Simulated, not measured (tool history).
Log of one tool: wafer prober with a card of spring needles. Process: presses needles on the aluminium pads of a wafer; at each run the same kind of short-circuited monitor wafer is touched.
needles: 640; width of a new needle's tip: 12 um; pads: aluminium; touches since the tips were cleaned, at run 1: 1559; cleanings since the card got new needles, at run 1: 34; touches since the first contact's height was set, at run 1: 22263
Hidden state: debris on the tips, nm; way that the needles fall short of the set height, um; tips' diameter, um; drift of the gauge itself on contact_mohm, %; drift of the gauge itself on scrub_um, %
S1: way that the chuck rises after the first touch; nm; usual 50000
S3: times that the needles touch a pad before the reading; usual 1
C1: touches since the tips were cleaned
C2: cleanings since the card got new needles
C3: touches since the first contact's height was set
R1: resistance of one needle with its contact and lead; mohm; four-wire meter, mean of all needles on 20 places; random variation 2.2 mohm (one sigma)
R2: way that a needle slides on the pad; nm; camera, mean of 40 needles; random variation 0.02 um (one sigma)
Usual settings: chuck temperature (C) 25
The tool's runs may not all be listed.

Run 1, day 0.000: usual settings; C1 1559; C2 34; C3 22263. Result: R1 242 mohm, R2 7350 nm.
At day 1.058: tips cleaned on abrasive film.
At day 2.546: tips cleaned on abrasive film.
Run 2, day 2.546: usual settings; C1 0; C2 36; C3 36367. Result: R1 238 mohm, R2 7360 nm.
At day 3.962: tips cleaned on abrasive film.
Run 3, day 4.208: usual settings but S3 2; C1 1363; C2 37; C3 45577. Result: R1 242 mohm, R2 7320 nm.
At day 5.467: tips cleaned on abrasive film.
At day 6.779: tips cleaned on abrasive film.
Run 4, day 7.771: usual settings but chuck temperature (C) 35; C1 5517; C2 39; C3 65341. Result: R1 244 mohm, R2 7360 nm.
At day 8.208: tips cleaned on abrasive film.
At day 9.717: tips cleaned on abrasive film.
At day 11.258: tips cleaned on abrasive film.
Run 5, day 11.275: usual settings but chuck temperature (C) 35; C1 100; C2 42; C3 84748. Result: R1 242 mohm, R2 7340 nm.
At day 12.612: tips cleaned on abrasive film.
Run 6, day 13.771: usual settings but S3 2; C1 6443; C2 43; C3 98583. Result: R1 237 mohm, R2 7340 nm.
At day 14.079: tips cleaned on abrasive film.
At day 15.621: tips cleaned on abrasive film.
Run 7, day 16.179: usual settings; C1 3094; C2 45; C3 111926. Result: R1 240 mohm, R2 7380 nm.
At day 16.912: tips cleaned on abrasive film.
At day 18.308: tips cleaned on abrasive film.
At day 19.558: tips cleaned on abrasive film.
Run 8, day 19.558: usual settings; C1 0; C2 48; C3 130630. Result: R1 240 mohm, R2 7380 nm.
At day 20.867: tips cleaned on abrasive film.
Run 9, day 21.262: usual settings; C1 2199; C2 49; C3 140079. Result: R1 240 mohm, R2 7350 nm.
At day 22.208: tips cleaned on abrasive film.
Run 10, day 23.425: usual settings but S1 34000 nm; C1 6751; C2 50; C3 152081. Result: R1 258 mohm, R2 5010 nm.
At day 23.658: tips cleaned on abrasive film.
At day 25.050: tips cleaned on abrasive film.
At day 26.392: tips cleaned on abrasive film.
Run 11, day 26.392: usual settings but S1 48000 nm; C1 0; C2 53; C3 168504. Result: R1 240 mohm, R2 7070 nm.
At day 27.667: tips cleaned on abrasive film.
At day 29.146: tips cleaned on abrasive film.
Run 12, day 30.146: usual settings but S1 48000 nm; C1 5560; C2 55; C3 189321. Result: R1 241 mohm, R2 7090 nm.
At day 30.525: tips cleaned on abrasive film.
At day 32.017: tips cleaned on abrasive film.
Run 13, day 33.138: usual settings; C1 6213; C2 57; C3 205891. Result: R1 241 mohm, R2 7360 nm.
At day 33.450: tips cleaned on abrasive film.
At day 34.754: tips cleaned on abrasive film.
At day 36.200: tips cleaned on abrasive film.
Run 14, day 37.025: usual settings but chuck temperature (C) 117; C1 4582; C2 60; C3 227428. Result: R1 267 mohm, R2 7400 nm.
At day 37.492: tips cleaned on abrasive film.
At day 38.517: height of the first contact set anew.
At day 38.821: tips cleaned on abrasive film.
At day 40.246: tips cleaned on abrasive film.
Run 15, day 40.812: usual settings but chuck temperature (C) 117; C1 3159; C2 63; C3 12716. Result: R1 273 mohm, R2 7400 nm.
At day 41.571: tips cleaned on abrasive film.
Run 16, day 42.708: usual settings but S1 40000 nm, chuck temperature (C) 36; C1 6329; C2 64; C3 23228. Result: R1 252 mohm, R2 5900 nm.
At day 42.883: tips cleaned on abrasive film.
At day 44.383: tips cleaned on abrasive film.
Run 17, day 44.754: usual settings but chuck temperature (C) 116; C1 2051; C2 66; C3 34536. Result: R1 267 mohm, R2 7390 nm.
At day 45.688: tips cleaned on abrasive film.
Run 18, day 46.792: usual settings but chuck temperature (C) 116, S3 2; C1 6138; C2 67; C3 45850. Result: R1 266 mohm, R2 7420 nm.
At day 46.971: tips cleaned on abrasive film.
At day 48.504: tips cleaned on abrasive film.
At day 49.975: tips cleaned on abrasive film.
Run 19, day 50.296: usual settings but chuck temperature (C) 116, S3 2; C1 1783; C2 70; C3 65241. Result: R1 269 mohm, R2 7420 nm.
At day 51.342: tips cleaned on abrasive film.
At day 52.700: tips cleaned on abrasive film.
Run 20, day 53.304: usual settings but S1 40000 nm; C1 3355; C2 72; C3 81926. Result: R1 245 mohm, R2 5940 nm.
At day 54.204: tips cleaned on abrasive film.
At day 55.512: tips cleaned on abrasive film.
Run 21, day 56.379: usual settings but S1 33000 nm, chuck temperature (C) 34, S3 2; C1 4824; C2 74; C3 98964. Result: R1 258 mohm, R2 4890 nm.
At day 56.775: tips cleaned on abrasive film.
At day 58.208: tips cleaned on abrasive film.
Run 22, day 58.650: usual settings but S1 61000 nm, chuck temperature (C) 39, S3 2; C1 2457; C2 76; C3 111538. Result: R1 240 mohm, R2 9030 nm.
At day 59.529: tips cleaned on abrasive film.
Run 23, day 60.308: usual settings but S1 34000 nm, chuck temperature (C) 71, S3 2; C1 4317; C2 77; C3 120731. Result: R1 272 mohm, R2 5050 nm.
At day 60.854: tips cleaned on abrasive film.
At day 62.321: tips cleaned on abrasive film.
At day 63.575: tips cleaned on abrasive film.
Run 24, day 63.775: usual settings but S1 56000 nm, chuck temperature (C) 31; C1 1102; C2 80; C3 139924. Result: R1 241 mohm, R2 8310 nm.
At day 64.850: tips cleaned on abrasive film.
At day 66.158: tips cleaned on abrasive film.
Run 25, day 66.962: usual settings but S1 35000 nm, chuck temperature (C) 39, S3 2; C1 4455; C2 82; C3 157598. Result: R1 259 mohm, R2 5220 nm.
At day 67.471: tips cleaned on abrasive film.
At day 68.788: tips cleaned on abrasive film.
At day 70.092: tips cleaned on abrasive film.
Run 26, day 70.592: usual settings but chuck temperature (C) 38; C1 2767; C2 85; C3 177695. Result: R1 248 mohm, R2 7410 nm.
At day 71.508: tips cleaned on abrasive film.
Run 27, day 72.321: usual settings but chuck temperature (C) 38; C1 4518; C2 86; C3 187285. Result: R1 246 mohm, R2 7400 nm.
At day 72.904: tips cleaned on abrasive film.
Run 28, day 73.983: usual settings but S1 56000 nm; C1 5999; C2 87; C3 196503. Result: R1 240 mohm, R2 8300 nm.
At day 74.296: tips cleaned on abrasive film.
At day 75.617: tips cleaned on abrasive film.
At day 76.958: tips cleaned on abrasive film.
Run 29, day 76.958: usual settings but S1 33000 nm, S3 2; C1 0; C2 90; C3 212963. Result: R1 258 mohm, R2 4890 nm.

5 ways to go on from here, each from the tool as it stands after run 29. What would each give?
At day 78.250: tips cleaned on abrasive film.
At day 79.671: tips cleaned on abrasive film.
Run A, day 79.871: usual settings but chuck temperature (C) 63; C1 1117; C2 92; C3 229120. Result: R1 ?, R2 ?.
At day 78.250: tips cleaned on abrasive film.
At day 79.671: tips cleaned on abrasive film.
Run B, day 79.871: usual settings but S1 41000 nm, chuck temperature (C) 102; C1 1117; C2 92; C3 229120. Result: R1 ?, R2 ?.
At day 78.250: tips cleaned on abrasive film.
At day 79.671: tips cleaned on abrasive film.
Run C, day 79.871: usual settings but S3 2; C1 1117; C2 92; C3 229120. Result: R1 ?, R2 ?.
At day 78.250: tips cleaned on abrasive film.
At day 79.671: tips cleaned on abrasive film.
Run D, day 79.871: usual settings but S1 33000 nm, chuck temperature (C) 36; C1 1117; C2 92; C3 229120. Result: R1 ?, R2 ?.
At day 78.250: tips cleaned on abrasive film.
At day 79.671: tips cleaned on abrasive film.
Run E, day 79.871: usual settings but S1 53000 nm, chuck temperature (C) 76, S3 2; C1 1117; C2 92; C3 229120. Result: R1 ?, R2 ?.

run   R1    R2
  A  251  7460
  B  272  6080
  C  240  7430
  D  255  4920
  E  253  7890
Without the tool's hidden state the same runs would have given:
run   R1    R2
  A  251  7380
  B  271  6010
  C  240  7350
  D  254  4870
  E  253  7810
